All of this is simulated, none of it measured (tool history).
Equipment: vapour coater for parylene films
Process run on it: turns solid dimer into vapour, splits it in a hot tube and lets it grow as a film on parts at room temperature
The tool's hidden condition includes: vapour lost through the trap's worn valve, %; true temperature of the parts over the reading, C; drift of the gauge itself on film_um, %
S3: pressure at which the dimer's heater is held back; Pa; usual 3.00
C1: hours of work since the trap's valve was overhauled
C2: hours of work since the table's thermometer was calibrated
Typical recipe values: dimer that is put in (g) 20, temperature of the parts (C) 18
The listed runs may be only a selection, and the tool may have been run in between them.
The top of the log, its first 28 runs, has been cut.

run 29 hour=742.1 | dimer_that_is_put_in_(g)=10 temperature_of_the_parts_(C)=11 S3=2.34 | C1=119 C2=236 | thickness_of_the_film_(um)=10.63
run 30 hour=767.4 | dimer_that_is_put_in_(g)=35 temperature_of_the_parts_(C)=11 S3=2.05 | C1=137 C2=254 | thickness_of_the_film_(um)=37.54
run 31 hour=788.0 | dimer_that_is_put_in_(g)=17 temperature_of_the_parts_(C)=20 S3=2.13 | C1=153 C2=270 | thickness_of_the_film_(um)=13.91
run 32 hour=804.5 | dimer_that_is_put_in_(g)=17 temperature_of_the_parts_(C)=20 S3=2.13 | C1=165 C2=282 | thickness_of_the_film_(um)=13.89
run 33 hour=832.3 | dimer_that_is_put_in_(g)=17 temperature_of_the_parts_(C)=20 S3=2.13 | C1=186 C2=303 | thickness_of_the_film_(um)=14.10
run 34 hour=855.0 | dimer_that_is_put_in_(g)=21 temperature_of_the_parts_(C)=20 S3=2.13 | C1=202 C2=319 | thickness_of_the_film_(um)=17.04
run 35 hour=875.4 | dimer_that_is_put_in_(g)=14 temperature_of_the_parts_(C)=16 S3=4.40 | C1=218 C2=335 | thickness_of_the_film_(um)=11.39
run 36 hour=897.1 | dimer_that_is_put_in_(g)=17 temperature_of_the_parts_(C)=18 S3=2.38 | C1=234 C2=351 | thickness_of_the_film_(um)=14.40
run 37 hour=932.4 | dimer_that_is_put_in_(g)=13 temperature_of_the_parts_(C)=26 S3=3.00 | C1=260 C2=377 | thickness_of_the_film_(um)=7.92
run 38 hour=954.6 | dimer_that_is_put_in_(g)=13 temperature_of_the_parts_(C)=18 S3=2.69 | C1=276 C2=393 | thickness_of_the_film_(um)=10.63
run 39 hour=989.0 | dimer_that_is_put_in_(g)=14 temperature_of_the_parts_(C)=18 S3=10.68 | C1=302 C2=419 | thickness_of_the_film_(um)=8.78
run 40 hour=1012.7 | dimer_that_is_put_in_(g)=8 temperature_of_the_parts_(C)=16 S3=2.11 | C1=320 C2=437 | thickness_of_the_film_(um)=7.17
run 41 hour=1046.8 | dimer_that_is_put_in_(g)=33 temperature_of_the_parts_(C)=26 S3=3.00 | C1=345 C2=462 | thickness_of_the_film_(um)=19.64
run 42 hour=1072.5 | dimer_that_is_put_in_(g)=33 temperature_of_the_parts_(C)=11 S3=3.00 | C1=364 C2=481 | thickness_of_the_film_(um)=32.15
run 43 hour=1107.7 | dimer_that_is_put_in_(g)=20 temperature_of_the_parts_(C)=27 S3=3.53 | C1=390 C2=507 | thickness_of_the_film_(um)=10.74
run 44 hour=1137.0 | dimer_that_is_put_in_(g)=20 temperature_of_the_parts_(C)=27 S3=3.53 | C1=412 C2=529 | thickness_of_the_film_(um)=10.94
-- hour=1163.0 trap's valve overhauled
run 45 hour=1173.2 | dimer_that_is_put_in_(g)=35 temperature_of_the_parts_(C)=27 S3=6.75 | C1=8 C2=553 | thickness_of_the_film_(um)=18.97
run 46 hour=1210.6 | dimer_that_is_put_in_(g)=35 temperature_of_the_parts_(C)=27 S3=6.75 | C1=35 C2=580 | thickness_of_the_film_(um)=18.99
run 47 hour=1230.5 | dimer_that_is_put_in_(g)=9 temperature_of_the_parts_(C)=12 S3=2.31 | C1=50 C2=595 | thickness_of_the_film_(um)=9.68

4 ways to go on from here, each from the tool as it stands after run 47. What would each give?
run A hour=1264.0 | dimer_that_is_put_in_(g)=18 temperature_of_the_parts_(C)=18 S3=2.32 | C1=75 C2=620 | thickness_of_the_film_(um)=?
run B hour=1264.0 | dimer_that_is_put_in_(g)=22 temperature_of_the_parts_(C)=25 S3=11.84 | C1=75 C2=620 | thickness_of_the_film_(um)=?
run C hour=1264.0 | dimer_that_is_put_in_(g)=8 temperature_of_the_parts_(C)=18 S3=3.00 | C1=75 C2=620 | thickness_of_the_film_(um)=?
run D hour=1264.0 | dimer_that_is_put_in_(g)=22 temperature_of_the_parts_(C)=19 S3=8.52 | C1=75 C2=620 | thickness_of_the_film_(um)=?

run=A thickness_of_the_film_(um)=15.81
run=B thickness_of_the_film_(um)=11.37
run=C thickness_of_the_film_(um)=6.69
run=D thickness_of_the_film_(um)=14.84
Stripped of hidden state, with their random variation kept, the same runs would have yielded:
run=A thickness_of_the_film_(um)=16.63
run=B thickness_of_the_film_(um)=11.96
run=C thickness_of_the_film_(um)=7.04
run=D thickness_of_the_film_(um)=15.61

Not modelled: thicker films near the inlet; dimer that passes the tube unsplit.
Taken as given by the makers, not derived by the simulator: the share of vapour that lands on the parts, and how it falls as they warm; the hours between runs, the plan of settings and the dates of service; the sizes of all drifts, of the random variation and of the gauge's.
